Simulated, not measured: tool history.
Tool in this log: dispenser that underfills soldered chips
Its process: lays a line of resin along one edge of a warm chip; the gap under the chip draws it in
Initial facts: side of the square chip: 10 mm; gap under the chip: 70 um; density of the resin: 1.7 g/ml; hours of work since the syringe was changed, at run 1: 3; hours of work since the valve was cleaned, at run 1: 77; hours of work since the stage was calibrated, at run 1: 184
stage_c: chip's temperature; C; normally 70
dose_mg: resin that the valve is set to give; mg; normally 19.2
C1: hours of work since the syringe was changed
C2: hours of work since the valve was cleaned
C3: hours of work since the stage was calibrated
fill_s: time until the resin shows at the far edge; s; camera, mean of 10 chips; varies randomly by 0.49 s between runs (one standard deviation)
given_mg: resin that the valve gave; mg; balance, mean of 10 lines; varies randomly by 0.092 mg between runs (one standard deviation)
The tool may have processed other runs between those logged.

run 1 hour=0 | stage_c=70 dose_mg=19.2 | C1=3 C2=77 C3=184 | fill_s=45.6 given_mg=17.83
-- hour=3.2 new syringe of resin
-- hour=10.6 new syringe of resin
run 2 hour=11.2 | stage_c=70 dose_mg=19.2 | C1=0 C2=85 C3=192 | fill_s=41.6 given_mg=17.62
-- hour=17.6 new syringe of resin
run 3 hour=17.7 | stage_c=70 dose_mg=19.2 | C1=0 C2=90 C3=197 | fill_s=41.9 given_mg=17.42
run 4 hour=23.1 | stage_c=70 dose_mg=19.2 | C1=4 C2=94 C3=201 | fill_s=49 given_mg=17.61
-- hour=24.3 new syringe of resin
-- hour=31 new syringe of resin
run 5 hour=32.9 | stage_c=70 dose_mg=19.2 | C1=2 C2=102 C3=208 | fill_s=45.1 given_mg=17.27
-- hour=38 new syringe of resin
run 6 hour=41.3 | stage_c=70 dose_mg=19.2 | C1=3 C2=108 C3=215 | fill_s=45.8 given_mg=17.37
-- hour=44.7 new syringe of resin
run 7 hour=49.7 | stage_c=70 dose_mg=20.7 | C1=4 C2=114 C3=221 | fill_s=47.7 given_mg=18.39
-- hour=52.2 new syringe of resin
run 8 hour=54.8 | stage_c=70 dose_mg=20.7 | C1=2 C2=118 C3=225 | fill_s=44.2 given_mg=18.37
-- hour=59.4 new syringe of resin
run 9 hour=61.7 | stage_c=57 dose_mg=22.4 | C1=2 C2=123 C3=230 | fill_s=83.3 given_mg=19.64
-- hour=66.6 new syringe of resin
run 10 hour=68 | stage_c=79 dose_mg=22.8 | C1=1 C2=128 C3=235 | fill_s=28.6 given_mg=20.02
-- hour=71.5 dispensing valve cleaned and set on the balance
-- hour=74.6 new syringe of resin
run 11 hour=74.6 | stage_c=59 dose_mg=24.7 | C1=0 C2=2 C3=239 | fill_s=71.6 given_mg=24.8
-- hour=82.2 new syringe of resin
run 12 hour=82.7 | stage_c=69 dose_mg=22.4 | C1=0 C2=8 C3=245 | fill_s=42.7 given_mg=22.18
run 13 hour=88.3 | stage_c=61 dose_mg=24.2 | C1=5 C2=13 C3=249 | fill_s=72.8 given_mg=23.98
-- hour=89.4 new syringe of resin
run 14 hour=94.6 | stage_c=76 dose_mg=23.1 | C1=4 C2=17 C3=254 | fill_s=34.9 given_mg=22.54
-- hour=96.5 new syringe of resin
run 15 hour=99.6 | stage_c=76 dose_mg=23.1 | C1=2 C2=21 C3=258 | fill_s=33.5 given_mg=22.75
-- hour=103.5 new syringe of resin
run 16 hour=109.5 | stage_c=76 dose_mg=23.1 | C1=5 C2=29 C3=265 | fill_s=37.1 given_mg=22.69

Below are 3 alternative next runs, each starting from the tool's condition after run 16. Predict each:
-- hour=110.7 new syringe of resin
-- hour=117.5 new syringe of resin
run A hour=119.3 | stage_c=80 dose_mg=17.1 | C1=1 C2=36 C3=273 | fill_s=? given_mg=?
-- hour=110.7 new syringe of resin
-- hour=117.5 new syringe of resin
run B hour=119.3 | stage_c=63 dose_mg=18 | C1=1 C2=36 C3=273 | fill_s=? given_mg=?
-- hour=110.7 new syringe of resin
-- hour=117.5 new syringe of resin
run C hour=119.3 | stage_c=70 dose_mg=17.5 | C1=1 C2=36 C3=273 | fill_s=? given_mg=?

run=A fill_s=28.2 given_mg=16.61
run=B fill_s=64.2 given_mg=17.5
run=C fill_s=45 given_mg=16.76
What these runs would have given with no unlogged condition in the tool:
run=A fill_s=24.9 given_mg=17.15
run=B fill_s=56.5 given_mg=18.08
run=C fill_s=39.6 given_mg=17.31
